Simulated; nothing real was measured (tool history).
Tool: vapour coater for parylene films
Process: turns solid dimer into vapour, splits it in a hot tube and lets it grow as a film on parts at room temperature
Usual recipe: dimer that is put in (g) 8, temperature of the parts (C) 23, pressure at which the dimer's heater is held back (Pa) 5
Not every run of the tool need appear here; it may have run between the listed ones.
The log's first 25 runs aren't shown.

run    hour  dimer that is put in (g)  temperature of the parts (C)  pressure at which the dimer's heater is held back (Pa)  hours of work since the trap's valve was overhauled  hours of work since the table's thermometer was calibrated  thickness of the film (µm)
 26   833.2                         8                            23                                                    7.66                                                  244                                                         260                        5.18
 27   851.3                         7                            21                                                       5                                                  255                                                         271                        4.96
 28   890.6                         7                            21                                                       5                                                  279                                                         295                        4.95
 29   923.9                         6                            16                                                     7.7                                                  299                                                         315                        4.38
 30   960.2                        14                            16                                                     7.7                                                  321                                                         337                       10.19
 31   998.9                        14                            16                                                     7.7                                                  344                                                         360                       10.23
 32  1040.6                        14                            16                                                     7.7                                                  369                                                         385                        9.99
 33  1083.3                        14                            28                                                     6.5                                                  395                                                         411                           8
       1110  -- trap's valve overhauled
 34  1123.6                         9                            23                                                       5                                                    8                                                         433                        6.53

What if the next run were any one of these 3? Each begins from the tool's condition after run 34:
  A  1165.3                         3                            32                                                     3.4                                                   33                                                         458                           ?
  B  1165.3                         8                            24                                                    4.37                                                   33                                                         458                           ?
  C  1165.3                         4                            15                                                    3.66                                                   33                                                         458                           ?

run  thickness of the film (µm)
  A                        1.95
  B                         5.8
  C                        3.57
Take away the tool's hidden state, keep each run's random variation, and the runs would have read:
run  thickness of the film (µm)
  A                        1.98
  B                        5.88
  C                        3.62
